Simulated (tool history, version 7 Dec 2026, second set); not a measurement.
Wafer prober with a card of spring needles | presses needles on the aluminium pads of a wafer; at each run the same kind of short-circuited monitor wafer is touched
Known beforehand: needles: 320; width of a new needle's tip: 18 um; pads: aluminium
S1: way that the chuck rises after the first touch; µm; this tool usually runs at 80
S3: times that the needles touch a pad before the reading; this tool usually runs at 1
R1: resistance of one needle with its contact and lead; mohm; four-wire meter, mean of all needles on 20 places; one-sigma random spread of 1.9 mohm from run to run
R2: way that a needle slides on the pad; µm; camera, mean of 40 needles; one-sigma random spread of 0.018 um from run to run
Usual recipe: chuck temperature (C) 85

{"run": 1, "hour": 0.0, "S1": 80, "chuck temperature (C)": 85, "S3": 1, "R1": 194, "R2": 13.7}
{"run": 2, "hour": 14.7, "S1": 80, "chuck temperature (C)": 85, "S3": 2, "R1": 198, "R2": 13.67}
{"run": 3, "hour": 33.4, "S1": 80, "chuck temperature (C)": 85, "S3": 2, "R1": 201, "R2": 13.71}
{"run": 4, "hour": 49.1, "S1": 80, "chuck temperature (C)": 85, "S3": 2, "R1": 198, "R2": 13.7}
{"run": 5, "hour": 63.9, "S1": 80, "chuck temperature (C)": 85, "S3": 1, "R1": 201, "R2": 13.69}
{"run": 6, "hour": 78.3, "S1": 80, "chuck temperature (C)": 85, "S3": 1, "R1": 198, "R2": 13.67}
{"run": 7, "hour": 89.3, "S1": 80, "chuck temperature (C)": 28, "S3": 1, "R1": 181, "R2": 13.7}
{"run": 8, "hour": 103.6, "S1": 80, "chuck temperature (C)": 28, "S3": 1, "R1": 188, "R2": 13.69}
{"run": 9, "hour": 115.3, "S1": 80, "chuck temperature (C)": 85, "S3": 1, "R1": 196, "R2": 13.72}
{"run": 10, "hour": 132.1, "S1": 80, "chuck temperature (C)": 85, "S3": 2, "R1": 202, "R2": 13.68}
{"run": 11, "hour": 141.2, "S1": 80, "chuck temperature (C)": 85, "S3": 2, "R1": 201, "R2": 13.7}
{"run": 12, "hour": 153.6, "S1": 80, "chuck temperature (C)": 85, "S3": 2, "R1": 199, "R2": 13.7}
{"run": 13, "hour": 164.9, "S1": 80, "chuck temperature (C)": 85, "S3": 2, "R1": 200, "R2": 13.72}
{"run": 14, "hour": 175.2, "S1": 76, "chuck temperature (C)": 85, "S3": 1, "R1": 202, "R2": 13.02}
{"run": 15, "hour": 187.8, "S1": 76, "chuck temperature (C)": 85, "S3": 3, "R1": 201, "R2": 13}
{"run": 16, "hour": 201.0, "S1": 76, "chuck temperature (C)": 85, "S3": 3, "R1": 198, "R2": 13.04}
{"run": 17, "hour": 209.1, "S1": 99, "chuck temperature (C)": 85, "S3": 1, "R1": 198, "R2": 16.96}
{"run": 18, "hour": 224.5, "S1": 99, "chuck temperature (C)": 85, "S3": 2, "R1": 197, "R2": 16.92}
{"run": 19, "hour": 243.7, "S1": 99, "chuck temperature (C)": 85, "S3": 2, "R1": 198, "R2": 16.96}
{"run": 20, "hour": 259.7, "S1": 99, "chuck temperature (C)": 85, "S3": 2, "R1": 196, "R2": 16.91}
{"run": 21, "hour": 275.2, "S1": 99, "chuck temperature (C)": 85, "S3": 2, "R1": 198, "R2": 16.99}
{"run": 22, "hour": 289.4, "S1": 72, "chuck temperature (C)": 85, "S3": 2, "R1": 201, "R2": 12.31}
{"run": 23, "hour": 304.5, "S1": 72, "chuck temperature (C)": 85, "S3": 2, "R1": 201, "R2": 12.32}
{"run": 24, "hour": 316.1, "S1": 92, "chuck temperature (C)": 73, "S3": 2, "R1": 191, "R2": 15.75}
{"run": 25, "hour": 331.6, "S1": 90, "chuck temperature (C)": 46, "S3": 1, "R1": 188, "R2": 15.38}
{"run": 26, "hour": 341.3, "S1": 72, "chuck temperature (C)": 85, "S3": 2, "R1": 201, "R2": 12.3}
{"run": 27, "hour": 350.3, "S1": 92, "chuck temperature (C)": 100, "S3": 3, "R1": 200, "R2": 15.78}
{"run": 28, "hour": 369.4, "S1": 92, "chuck temperature (C)": 39, "S3": 2, "R1": 188, "R2": 15.74}
{"run": 29, "hour": 378.1, "S1": 69, "chuck temperature (C)": 85, "S3": 3, "R1": 201, "R2": 11.82}
{"run": 30, "hour": 395.7, "S1": 71, "chuck temperature (C)": 43, "S3": 1, "R1": 190, "R2": 12.13}
{"run": 31, "hour": 405.4, "S1": 89, "chuck temperature (C)": 43, "S3": 1, "R1": 189, "R2": 15.23}
{"run": 32, "hour": 424.9, "S1": 89, "chuck temperature (C)": 49, "S3": 3, "R1": 189, "R2": 15.19}
{"run": 33, "hour": 440.3, "S1": 62, "chuck temperature (C)": 62, "S3": 1, "R1": 201, "R2": 10.64}
{"run": 34, "hour": 448.6, "S1": 69, "chuck temperature (C)": 85, "S3": 1, "R1": 200, "R2": 11.77}

Taken out of this log: 21 entries between the listed runs. Where each belongs, and how the hidden state differs across it:
Run 2 -> run 3: tips cleaned on abrasive film (hour 22.6)
  debris on the tips, nm: 1.8 -> 1.5
Run 3 -> run 4: tips cleaned on abrasive film (hour 44.1)
  debris on the tips, nm: 1.5 -> 1
Run 5 -> run 6: tips cleaned on abrasive film (hour 66.6); height of the first contact set anew (hour 71.9)
  debris on the tips, nm: 2.1 -> 1.6; way that the needles fall short of the set height, um: 0.03 -> 0
Run 6 -> run 7: tips cleaned on abrasive film (hour 89.3)
  debris on the tips, nm: 1.6 -> 0.2
Run 8 -> run 9: tips cleaned on abrasive film (hour 111.3)
  debris on the tips, nm: 1.8 -> 0.8
Run 10 -> run 11: tips cleaned on abrasive film (hour 133)
  debris on the tips, nm: 2.1 -> 1.4; way that the needles fall short of the set height, um: 0 -> 0.01
Run 12 -> run 13: tips cleaned on abrasive film (hour 154.9)
  debris on the tips, nm: 2.1 -> 1.4
Run 14 -> run 15: tips cleaned on abrasive film (hour 177.8)
  debris on the tips, nm: 2.1 -> 1.5
Run 15 -> run 16: tips cleaned on abrasive film (hour 200.3)
  debris on the tips, nm: 1.5 -> 0.3; tips' diameter, um: 18.01 -> 18.02
Run 17 -> run 18: tips cleaned on abrasive film (hour 223.2)
  debris on the tips, nm: 1.4 -> 0.4; way that the needles fall short of the set height, um: 0.01 -> 0.02
Run 19 -> run 20: tips cleaned on abrasive film (hour 244.9)
  debris on the tips, nm: 2.1 -> 1.8
Run 20 -> run 21: tips cleaned on abrasive film (hour 266.5)
  debris on the tips, nm: 1.8 -> 1.5
Run 21 -> run 22: tips cleaned on abrasive film (hour 288.2)
  debris on the tips, nm: 1.5 -> 0.4
Run 23 -> run 24: tips cleaned on abrasive film (hour 311.2)
  debris on the tips, nm: 1.9 -> 0.9; way that the needles fall short of the set height, um: 0.02 -> 0.03
Run 25 -> run 26: tips cleaned on abrasive film (hour 334.3)
  debris on the tips, nm: 2.1 -> 1.2
Run 27 -> run 28: tips cleaned on abrasive film (hour 356.6)
  debris on the tips, nm: 1.9 -> 1.7
Run 28 -> run 29: tips cleaned on abrasive film (hour 378.1)
  debris on the tips, nm: 1.7 -> 0.1
Run 30 -> run 31: tips cleaned on abrasive film (hour 400.3)
  debris on the tips, nm: 2 -> 0.9
Run 31 -> run 32: tips cleaned on abrasive film (hour 422.2)
  debris on the tips, nm: 0.9 -> 0.7; way that the needles fall short of the set height, um: 0.03 -> 0.04
Run 33 -> run 34: tips cleaned on abrasive film (hour 445.3)
  debris on the tips, nm: 2 -> 0.8
